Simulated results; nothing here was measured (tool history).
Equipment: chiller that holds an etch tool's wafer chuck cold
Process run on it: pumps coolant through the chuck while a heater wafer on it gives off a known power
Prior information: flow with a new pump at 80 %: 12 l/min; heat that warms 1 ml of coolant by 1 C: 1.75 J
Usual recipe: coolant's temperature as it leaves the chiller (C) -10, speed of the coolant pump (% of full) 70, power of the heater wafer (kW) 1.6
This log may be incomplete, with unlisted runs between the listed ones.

run,hour,coolant's temperature as it leaves the chiller (C),speed of the coolant pump (% of full),power of the heater wafer (kW),chuck's temperature once it has settled (C),how much warmer the coolant comes back (C)
1,0,-10,70,1.6,2.49,5.35
# hour 83.4: chiller's thermometer calibrated
2,90.4,-10,98,1.6,-0.6,3.81
3,208.9,-10,70,1.027,-2.13,3.43
4,329,-9,70,1.027,-1.05,3.46
5,396,0,70,1.6,12.29,5.38
6,463.7,0,70,1.6,12.33,5.37
7,565.9,0,70,1.6,12.54,5.37
8,659.5,-10,60,1.6,3.98,6.31
9,770.9,-10,60,1.6,3.92,6.32
10,866.3,-10,60,1.6,4.08,6.3
11,996.1,-10,70,1.6,2.52,5.39
12,1092.9,-10,84,1.6,1,4.5
13,1182.3,-16,84,1.6,-4.91,4.51
14,1298.7,-16,84,1.6,-4.86,4.48
15,1357.9,-16,84,1.6,-4.98,4.49
16,1452,-10,70,1.6,2.73,5.42
17,1558.1,-8,65,0.885,-0.6,3.24
18,1617.4,-3,86,1.332,6.07,3.65
19,1735.2,-6,80,1.476,4.65,4.38
20,1856.8,-6,80,1.476,4.65,4.39
21,1976,-6,80,1.476,4.84,4.36
22,2102,-12,67,1.018,-3.63,3.63
23,2197.6,-12,67,1.018,-3.37,3.62
24,2256.6,-14,69,1.018,-5.5,3.5
25,2320.7,-2,67,1.621,11.8,5.76
26,2376.3,-1,71,1.069,7.67,3.61
27,2432.5,-1,71,1.069,7.86,3.64
28,2498.4,-11,85,1.106,-3.13,3.12
29,2604.9,-19,64,1.106,-9.24,4.16
30,2735.4,-19,64,1.106,-9.15,4.18
31,2831.4,-10,67,1.446,2.37,5.21

What will run 32 give?
32,2956.5,-10,67,1.446,?,?

chuck's temperature once it has settled (C): 2.48
how much warmer the coolant comes back (C): 5.21
If the tool had no hidden condition, the same run with the same run-to-run variation would have returned chuck's temperature once it has settled (C) 0.95, how much warmer the coolant comes back (C) 4.98.
